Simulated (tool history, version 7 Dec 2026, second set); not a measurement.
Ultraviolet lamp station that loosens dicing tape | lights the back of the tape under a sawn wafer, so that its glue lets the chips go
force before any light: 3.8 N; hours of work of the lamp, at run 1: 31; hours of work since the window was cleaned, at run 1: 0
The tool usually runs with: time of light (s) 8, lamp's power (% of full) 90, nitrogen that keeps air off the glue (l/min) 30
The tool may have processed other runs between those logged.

run,hour,time of light (s),lamp's power (% of full),nitrogen that keeps air off the glue (l/min),hours of work of the lamp,hours of work since the window was cleaned,force that peels the tape off (N),light that reached the tape (mJ/cm2)
1,0,8,90,30,31,0,0.29,623
2,72.3,8,90,30,63,32,0.298,618
3,150.4,8,95,30,98,67,0.281,631
4,235.1,8,95,30,135,104,0.297,618
5,285,8,95,30,157,126,0.307,612
6,347.5,10,95,30,185,154,0.216,751
7,391.2,10,95,30,204,173,0.214,753
8,448.8,8,90,41,230,199,0.313,556
9,491.8,8,90,41,249,218,0.314,550
10,585.1,8,90,30,290,259,0.396,534
11,669.1,8,90,30,327,296,0.402,525
12,731.5,8,90,30,355,324,0.422,517
13,812,8,90,10,390,359,0.753,502
14,884.4,8,90,30,422,391,0.43,485
15,947.4,8,90,30,450,419,0.471,484
# hour 1008.5: window cleaned of glue's vapour
16,1011.3,8,90,30,478,1,0.389,546
17,1089,8,90,30,513,36,0.396,528
18,1140.2,8,90,30,535,58,0.398,520
19,1237.8,8,90,30,578,101,0.409,508
20,1310.6,8,90,30,611,134,0.428,494
21,1367.8,8,90,15,636,159,0.657,490
22,1408.3,5,92,51,654,177,0.765,310
23,1502.3,6,63,30,696,218,1.233,245
24,1587.9,8,79,50,733,256,0.501,405
25,1653.6,4,81,11,762,285,1.889,202
26,1707,10,90,30,786,309,0.36,551
27,1762.3,8,90,16,810,333,0.758,434
28,1846,8,90,16,848,371,0.786,421
29,1945.1,7,66,33,891,414,1.078,265
# hour 2016.3: window cleaned of glue's vapour
30,2016.3,7,66,33,923,0,0.963,291
31,2098.7,7,78,24,959,36,0.913,336
32,2150.8,4,87,19,982,60,1.606,211
33,2219.8,9,90,30,1013,90,0.463,476
34,2294,9,90,30,1046,123,0.483,470
35,2347,8,90,11,1069,146,0.983,414
36,2436.4,8,90,11,1109,186,0.978,399
37,2481.7,6,82,30,1129,206,1.131,267
38,2534.9,5,63,51,1152,229,1.523,167
39,2587.1,15,82,38,1175,253,0.252,651
40,2652.9,4,61,28,1204,282,2.09,122
41,2730.2,4,61,28,1239,316,2.056,121
42,2817.2,4,93,19,1277,354,1.814,183

Branching from run 42: 4 alternative next runs. What would each branch give?
A,2892.4,9,77,30,1310,388,?,?
B,2892.4,6,92,11,1310,388,?,?
C,2892.4,8,86,16,1310,388,?,?
D,2892.4,4,63,19,1310,388,?,?

run,force that peels the tape off (N),light that reached the tape (mJ/cm2)
A,0.852,325
B,1.55,264
C,1.116,321
D,2.312,115
Take away the tool's hidden state, keep each run's random variation, and the runs would have read:
run,force that peels the tape off (N),light that reached the tape (mJ/cm2)
A,0.295,612
B,0.751,494
C,0.433,605
D,1.524,220

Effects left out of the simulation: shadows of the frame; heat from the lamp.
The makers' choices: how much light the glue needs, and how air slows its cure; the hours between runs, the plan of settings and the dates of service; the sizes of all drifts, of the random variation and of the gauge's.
